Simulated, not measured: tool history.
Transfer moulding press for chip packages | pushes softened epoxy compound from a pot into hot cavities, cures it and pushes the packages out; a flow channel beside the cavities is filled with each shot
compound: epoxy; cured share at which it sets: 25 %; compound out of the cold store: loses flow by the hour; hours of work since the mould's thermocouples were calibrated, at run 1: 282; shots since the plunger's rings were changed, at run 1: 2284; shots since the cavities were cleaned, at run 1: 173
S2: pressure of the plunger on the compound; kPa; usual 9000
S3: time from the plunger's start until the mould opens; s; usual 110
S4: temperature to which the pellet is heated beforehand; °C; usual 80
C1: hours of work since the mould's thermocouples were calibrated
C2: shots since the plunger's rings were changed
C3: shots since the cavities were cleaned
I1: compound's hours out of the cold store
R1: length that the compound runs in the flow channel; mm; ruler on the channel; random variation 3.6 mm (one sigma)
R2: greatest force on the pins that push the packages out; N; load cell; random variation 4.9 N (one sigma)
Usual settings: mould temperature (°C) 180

Run 1, hour 0.0: usual settings; C1 282; C2 2284; C3 173; I1 12.8. Result: R1 533 mm, R2 206 N.
Run 2, hour 13.7: usual settings but mould temperature (°C) 186; C1 292; C2 2450; C3 339; I1 35.8. Result: R1 446 mm, R2 202 N.
At hour 23.3: cavities cleaned with cleaning compound and waxed.
Run 3, hour 28.4: usual settings but mould temperature (°C) 186, S3 134 s; C1 302; C2 2611; C3 62; I1 19.9. Result: R1 486 mm, R2 176 N.
Run 4, hour 44.9: usual settings but S2 9570 kPa; C1 314; C2 2810; C3 261; I1 14.8. Result: R1 529 mm, R2 220 N.
Run 5, hour 57.8: usual settings but S2 10150 kPa; C1 324; C2 2967; C3 418; I1 26.9. Result: R1 502 mm, R2 242 N.
At hour 60.3: cavities cleaned with cleaning compound and waxed.
Run 6, hour 71.9: usual settings; C1 333; C2 3120; C3 141; I1 34.7. Result: R1 453 mm, R2 207 N.
Run 7, hour 81.0: usual settings; C1 340; C2 3230; C3 251; I1 18.2. Result: R1 498 mm, R2 221 N.
Run 8, hour 89.5: usual settings; C1 346; C2 3334; C3 355; I1 14.2. Result: R1 511 mm, R2 231 N.
At hour 97.8: cavities cleaned with cleaning compound and waxed.
Run 9, hour 99.9: usual settings; C1 353; C2 3442; C3 27; I1 10.6. Result: R1 522 mm, R2 189 N.
Run 10, hour 114.5: usual settings; C1 364; C2 3618; C3 203; I1 8.6. Result: R1 520 mm, R2 217 N.
Run 11, hour 128.4: usual settings but mould temperature (°C) 182; C1 374; C2 3786; C3 371; I1 14.5. Result: R1 499 mm, R2 214 N.
At hour 135.5: cavities cleaned with cleaning compound and waxed.
Run 12, hour 137.3: usual settings but mould temperature (°C) 182; C1 380; C2 3876; C3 22; I1 12.3. Result: R1 505 mm, R2 172 N.
Run 13, hour 146.7: usual settings but mould temperature (°C) 182; C1 387; C2 3990; C3 136; I1 44.5. Result: R1 412 mm, R2 186 N.
Run 14, hour 157.5: usual settings but mould temperature (°C) 182, S3 108 s; C1 395; C2 4121; C3 267; I1 26.6. Result: R1 457 mm, R2 208 N.
At hour 160.1: mould's thermocouples calibrated.
Run 15, hour 166.5: usual settings but mould temperature (°C) 182, S3 108 s; C1 5; C2 4206; C3 352; I1 36.8. Result: R1 432 mm, R2 206 N.
At hour 174.4: cavities cleaned with cleaning compound and waxed.
Run 16, hour 184.9: usual settings but S2 6940 kPa, S4 72 °C; C1 17; C2 4411; C3 127; I1 22.2. Result: R1 416 mm, R2 192 N.
Run 17, hour 194.0: usual settings but S2 6940 kPa, S4 72 °C; C1 24; C2 4521; C3 237; I1 38.5. Result: R1 374 mm, R2 212 N.
Run 18, hour 201.4: usual settings but S2 7320 kPa, S3 105 s; C1 30; C2 4611; C3 327; I1 23.4. Result: R1 422 mm, R2 223 N.
At hour 211.2: cavities cleaned with cleaning compound and waxed.
Run 19, hour 212.5: usual settings but S2 7320 kPa, S3 105 s; C1 37; C2 4727; C3 15; I1 41.2. Result: R1 370 mm, R2 182 N.
Run 20, hour 224.8: usual settings but S2 7520 kPa, S3 127 s; C1 46; C2 4877; C3 165; I1 43.5. Result: R1 371 mm, R2 175 N.
Run 21, hour 241.8: usual settings but S2 7520 kPa, S3 106 s, S4 85 °C; C1 59; C2 5083; C3 371; I1 32.5. Result: R1 403 mm, R2 231 N.
At hour 249.0: mould's thermocouples calibrated, once more.
At hour 250.5: cavities cleaned with cleaning compound and waxed.
Run 22, hour 255.2: usual settings but S2 7970 kPa, S3 91 s, S4 88 °C; C1 4; C2 5203; C3 57; I1 17.5. Result: R1 454 mm, R2 252 N.
Run 23, hour 266.9: usual settings but mould temperature (°C) 176; C1 12; C2 5344; C3 198; I1 34.0. Result: R1 436 mm, R2 239 N.
Run 24, hour 277.7: usual settings but mould temperature (°C) 186, S2 8580 kPa, S3 123 s, S4 87 °C; C1 20; C2 5476; C3 330; I1 32.3. Result: R1 415 mm, R2 194 N.
At hour 287.9: cavities cleaned with cleaning compound and waxed.
At hour 292.8: plunger's sealing rings changed.
Run 25, hour 293.7: usual settings but S3 107 s, S4 75 °C; C1 29; C2 10; C3 39; I1 43.8. Result: R1 453 mm, R2 180 N.

The same runs without the tool's hidden state, with the same run-to-run variation:
The hidden state here: true mould temperature over the reading, C; pressure that reaches the compound, % of what is set; grip of the stained cavities, % over clean ones'; drift of the gauge itself on flow_mm, %; drift of the gauge itself on push_out_n, %.
run   R1   R2
  1  558  181
  2  469  159
  3  512  164
  4  560  181
  5  534  184
  6  483  183
  7  532  182
  8  547  181
  9  560  184
 10  561  185
 11  539  166
 12  547  170
 13  447  166
 14  497  171
 15  471  161
 16  456  175
 17  411  180
 18  465  180
 19  409  184
 20  412  152
 21  448  182
 22  504  239
 23  486  201
 24  464  151
 25  454  173
